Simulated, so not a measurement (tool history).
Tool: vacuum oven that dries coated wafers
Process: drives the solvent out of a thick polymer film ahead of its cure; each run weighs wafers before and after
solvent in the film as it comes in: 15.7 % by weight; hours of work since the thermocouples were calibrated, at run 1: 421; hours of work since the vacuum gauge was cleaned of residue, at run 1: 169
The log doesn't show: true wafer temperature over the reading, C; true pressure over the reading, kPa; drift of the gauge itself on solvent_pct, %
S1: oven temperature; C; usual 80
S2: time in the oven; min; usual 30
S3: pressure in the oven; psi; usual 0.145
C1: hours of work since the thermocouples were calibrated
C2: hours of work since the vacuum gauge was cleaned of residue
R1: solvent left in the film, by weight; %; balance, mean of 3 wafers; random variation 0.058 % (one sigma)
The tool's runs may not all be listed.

{"run": 1, "hour": 0.0, "S1": 80, "S2": 30, "S3": 0.145, "C1": 421, "C2": 169, "R1": 3.02}
{"run": 2, "hour": 6.1, "S1": 80, "S2": 41, "S3": 0.145, "C1": 425, "C2": 173, "R1": 1.97}
{"run": 3, "hour": 18.1, "S1": 80, "S2": 30, "S3": 0.302, "C1": 434, "C2": 181, "R1": 3.93}
{"run": 4, "hour": 23.8, "S1": 80, "S2": 30, "S3": 0.302, "C1": 437, "C2": 185, "R1": 3.83}
{"run": 5, "hour": 34.9, "S1": 80, "S2": 30, "S3": 0.302, "C1": 445, "C2": 193, "R1": 3.95}
{"run": 6, "hour": 45.9, "S1": 80, "S2": 30, "S3": 0.075, "C1": 453, "C2": 200, "R1": 2.61}
{"run": 7, "hour": 52.9, "S1": 80, "S2": 30, "S3": 0.075, "C1": 457, "C2": 205, "R1": 2.5}
{"run": 8, "hour": 62.7, "S1": 80, "S2": 30, "S3": 0.145, "C1": 464, "C2": 212, "R1": 2.91}
{"run": 9, "hour": 76.1, "S1": 80, "S2": 30, "S3": 0.145, "C1": 473, "C2": 221, "R1": 2.98}
{"run": 10, "hour": 85.9, "S1": 80, "S2": 30, "S3": 0.145, "C1": 480, "C2": 228, "R1": 3.11}
{"run": 11, "hour": 98.0, "S1": 80, "S2": 30, "S3": 0.151, "C1": 488, "C2": 236, "R1": 3.02}
{"run": 12, "hour": 111.3, "S1": 80, "S2": 30, "S3": 0.145, "C1": 498, "C2": 245, "R1": 2.95}
{"run": 13, "hour": 120.0, "S1": 80, "S2": 30, "S3": 0.154, "C1": 504, "C2": 251, "R1": 3.04}
{"run": 14, "hour": 126.2, "S1": 80, "S2": 30, "S3": 0.154, "C1": 508, "C2": 256, "R1": 3.01}
{"run": 15, "hour": 137.9, "S1": 80, "S2": 30, "S3": 0.154, "C1": 516, "C2": 264, "R1": 2.99}
{"run": 16, "hour": 150.8, "S1": 80, "S2": 30, "S3": 0.154, "C1": 525, "C2": 272, "R1": 2.96}
{"run": 17, "hour": 156.8, "S1": 80, "S2": 30, "S3": 0.154, "C1": 529, "C2": 277, "R1": 3.09}
{"run": 18, "hour": 162.6, "S1": 92, "S2": 28, "S3": 0.278, "C1": 533, "C2": 281, "R1": 1.49}
{"run": 19, "hour": 169.0, "S1": 65, "S2": 29, "S3": 0.145, "C1": 537, "C2": 285, "R1": 7.87}
{"run": 20, "hour": 182.6, "S1": 65, "S2": 29, "S3": 0.145, "C1": 547, "C2": 294, "R1": 7.64}
{"run": 21, "hour": 188.2, "S1": 68, "S2": 51, "S3": 0.358, "C1": 550, "C2": 298, "R1": 6.3}
{"run": 22, "hour": 200.3, "S1": 68, "S2": 51, "S3": 0.358, "C1": 559, "C2": 306, "R1": 6.3}
{"run": 23, "hour": 209.3, "S1": 68, "S2": 51, "S3": 0.358, "C1": 565, "C2": 313, "R1": 6.37}
{"run": 24, "hour": 216.0, "S1": 93, "S2": 22, "S3": 0.358, "C1": 569, "C2": 317, "R1": 2.11}
{"run": 25, "hour": 222.8, "S1": 93, "S2": 22, "S3": 0.358, "C1": 574, "C2": 322, "R1": 2.21}
{"run": 26, "hour": 231.0, "S1": 86, "S2": 19, "S3": 0.306, "C1": 580, "C2": 328, "R1": 3.86}
{"run": 27, "hour": 241.6, "S1": 86, "S2": 26, "S3": 0.174, "C1": 587, "C2": 335, "R1": 2.06}

3 ways to go on from here, each from the tool as it stands after run 27. What would each give?
{"run": "A", "hour": 250.3, "S1": 95, "S2": 26, "S3": 0.174, "C1": 593, "C2": 341, "R1": "?"}
{"run": "B", "hour": 250.3, "S1": 66, "S2": 28, "S3": 0.377, "C1": 593, "C2": 341, "R1": "?"}
{"run": "C", "hour": 250.3, "S1": 86, "S2": 17, "S3": 0.103, "C1": 593, "C2": 341, "R1": "?"}

run=A R1=0.91
run=B R1=9.02
run=C R1=3.27
Without the tool's hidden state the same runs would have given:
run=A R1=0.90
run=B R1=9.08
run=C R1=3.34
